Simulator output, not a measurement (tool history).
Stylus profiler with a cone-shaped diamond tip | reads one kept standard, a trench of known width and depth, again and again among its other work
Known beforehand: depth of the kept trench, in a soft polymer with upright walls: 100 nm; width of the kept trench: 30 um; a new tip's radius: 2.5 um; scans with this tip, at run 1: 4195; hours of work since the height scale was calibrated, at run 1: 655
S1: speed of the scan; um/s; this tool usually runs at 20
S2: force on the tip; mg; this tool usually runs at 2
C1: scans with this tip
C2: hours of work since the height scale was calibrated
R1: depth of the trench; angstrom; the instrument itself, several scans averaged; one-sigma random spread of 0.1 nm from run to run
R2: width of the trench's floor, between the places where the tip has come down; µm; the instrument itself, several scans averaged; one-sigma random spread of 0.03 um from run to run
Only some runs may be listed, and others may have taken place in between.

Run 1, day 0: usual settings; C1 4195; C2 655. Result: R1 1006.2 angstrom, R2 27.98 µm.
Run 2, day 1.012: usual settings but S2 1.25 mg; C1 4311; C2 673. Result: R1 1005.9 angstrom, R2 27.99 µm.
Run 3, day 2.125: usual settings but S2 1.25 mg; C1 4438; C2 693. Result: R1 1005.1 angstrom, R2 27.9 µm.
Run 4, day 3.175: usual settings but S2 1.25 mg; C1 4557; C2 712. Result: R1 1004.2 angstrom, R2 27.93 µm.
Run 5, day 4.012: usual settings but S2 1.25 mg; C1 4653; C2 727. Result: R1 1005 angstrom, R2 27.92 µm.
Run 6, day 4.721: usual settings but S2 1.79 mg; C1 4734; C2 739. Result: R1 1005.7 angstrom, R2 27.9 µm.
Run 7, day 5.6: usual settings but S1 40 um/s; C1 4834; C2 755. Result: R1 1009.8 angstrom, R2 27.78 µm.
Run 8, day 6.121: usual settings but S1 6 um/s; C1 4894; C2 764. Result: R1 1007.2 angstrom, R2 27.97 µm.
Run 9, day 7.179: usual settings but S1 6 um/s; C1 5014; C2 783. Result: R1 1007.7 angstrom, R2 28.03 µm.
Run 10, day 8.262: usual settings but S2 5.9 mg; C1 5138; C2 803. Result: R1 1019.1 angstrom, R2 27.91 µm.
Run 11, day 8.842: usual settings but S2 5.9 mg; C1 5204; C2 813. Result: R1 1021.1 angstrom, R2 27.9 µm.
Run 12, day 9.662: usual settings but S2 5.9 mg; C1 5298; C2 828. Result: R1 1019.8 angstrom, R2 27.95 µm.
Run 13, day 10.596: usual settings but S2 5.9 mg; C1 5404; C2 844. Result: R1 1019.5 angstrom, R2 27.89 µm.
Run 14, day 11.362: usual settings but S2 1.04 mg; C1 5491; C2 858. Result: R1 1003.2 angstrom, R2 27.83 µm.
Run 15, day 12.404: usual settings but S1 75 um/s, S2 2.03 mg; C1 5610; C2 876. Result: R1 1008.4 angstrom, R2 27.58 µm.
Run 16, day 13.129: usual settings but S1 75 um/s, S2 2.03 mg; C1 5693; C2 889. Result: R1 1006.8 angstrom, R2 27.59 µm.
Run 17, day 13.638: usual settings but S2 2.09 mg; C1 5751; C2 898. Result: R1 1007.5 angstrom, R2 27.87 µm.
Run 18, day 14.254: usual settings but S2 1.37 mg; C1 5821; C2 909. Result: R1 1004.2 angstrom, R2 27.87 µm.
Run 19, day 15.112: usual settings but S1 31 um/s, S2 1.2 mg; C1 5919; C2 925. Result: R1 1005.6 angstrom, R2 27.75 µm.
Run 20, day 15.871: usual settings but S1 19 um/s, S2 5 mg; C1 6006; C2 938. Result: R1 1017.3 angstrom, R2 27.89 µm.
Run 21, day 16.767: usual settings but S2 4.72 mg; C1 6108; C2 954. Result: R1 1016.4 angstrom, R2 27.8 µm.
Run 22, day 17.312: usual settings but S1 31 um/s, S2 3.69 mg; C1 6170; C2 964. Result: R1 1013.5 angstrom, R2 27.76 µm.
Run 23, day 18.338: usual settings but S1 62 um/s, S2 0.78 mg; C1 6287; C2 982. Result: R1 1004 angstrom, R2 27.37 µm.
Run 24, day 19.488: usual settings but S1 6 um/s, S2 4.26 mg; C1 6418; C2 1003. Result: R1 1014.2 angstrom, R2 27.88 µm.
Run 25, day 20.162: usual settings but S1 46 um/s, S2 1.02 mg; C1 6495; C2 1015. Result: R1 1004.5 angstrom, R2 27.51 µm.

Pick out some run-to-run changes in R1. Of each, how much would a tool without hidden state show as well, from the settings, what came in and chance, and how much is left for the hidden state and any gauge scatter not in both results compared?
Hidden state at play: radius of the tip, um; height scale over the true one, %; drift of the gauge itself on depth_nm, %; drift of the gauge itself on floor_um, %.
Run 2 -> 3: settings left as they were, no log entry in between. R1 -0.8 angstrom: hidden state -0.1, all else -0.7.
Run 3 -> 4: settings left as they were, no log entry in between. R1 -0.9 angstrom: hidden state -0.1, all else -0.8.
Run 13 -> 14: S2 5.9 -> 1.04. R1 -16.3 angstrom: hidden state +0, all else -16.3.
Run 19 -> 20: S1 31 -> 19, S2 1.2 -> 5. R1 +11.7 angstrom: hidden state -0.1, all else +11.8.

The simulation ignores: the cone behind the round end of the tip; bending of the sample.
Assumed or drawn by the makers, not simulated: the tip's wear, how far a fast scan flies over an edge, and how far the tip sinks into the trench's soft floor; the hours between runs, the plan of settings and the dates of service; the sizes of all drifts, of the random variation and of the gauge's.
